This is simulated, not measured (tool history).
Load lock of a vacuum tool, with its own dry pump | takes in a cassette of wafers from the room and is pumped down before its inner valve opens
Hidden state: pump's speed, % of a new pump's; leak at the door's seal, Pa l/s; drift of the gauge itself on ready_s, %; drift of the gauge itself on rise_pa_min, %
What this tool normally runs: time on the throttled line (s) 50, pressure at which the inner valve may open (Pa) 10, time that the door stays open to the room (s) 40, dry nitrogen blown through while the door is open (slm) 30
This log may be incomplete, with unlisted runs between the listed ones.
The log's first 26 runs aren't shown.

run	hour	time on the throttled line (s)	pressure at which the inner valve may open (Pa)	time that the door stays open to the room (s)	dry nitrogen blown through while the door is open (slm)	hours that the pump has run since its overhaul	times that the door has closed on its seal	incoming humidity of the room's air, %	time from the closed door until the inner valve may open (s)	rise of the pressure with all valves shut (Pa/min)
27	7780.3	32	10	205	30	18464	14354	44.4	136.5	0.145
28	8139.2	32	9	37	30	18823	15967	44.2	137.4	0.125
29	8475.4	48	13	159	9	19159	17478	46.6	144	0.19
30	8883.3	50	10	40	8	19567	19312	41.1	151.2	0.177
31	9140.8	50	10	40	8	19824	20470	45.7	149.5	0.199
32	9425.5	50	10	40	8	20109	21749	44.9	152.9	0.218
33	9756.2	50	9	40	5	20440	23236	42.6	151.1	0.233
34	10106.1	89	9	40	7	20790	24809	42.8	178.7	0.261
# hour 10265.6: dry pump taken out, an overhauled one fitted
35	10345.3	89	9	48	7	80	25857	47.8	160	0.283
36	10525.5	89	9	48	7	260	26667	43	159.5	0.293

Alternative continuations, all from the tool just after run 36; predict every row:
A	10894.1	50	12	30	30	629	28324	44.8	?	?
B	10894.1	36	9	209	13	629	28324	41.5	?	?
C	10894.1	93	15	40	30	629	28324	47.5	?	?
D	10894.1	89	9	207	7	629	28324	45.6	?	?

run	time from the closed door until the inner valve may open (s)	rise of the pressure with all valves shut (Pa/min)
A	127.2	0.311
B	120.1	0.347
C	156.1	0.32
D	160	0.376
Stripped of hidden state, with their random variation kept, the same runs would have yielded:
run	time from the closed door until the inner valve may open (s)	rise of the pressure with all valves shut (Pa/min)
A	125	0.01
B	117.8	0.052
C	154.4	0.023
D	158	0.073
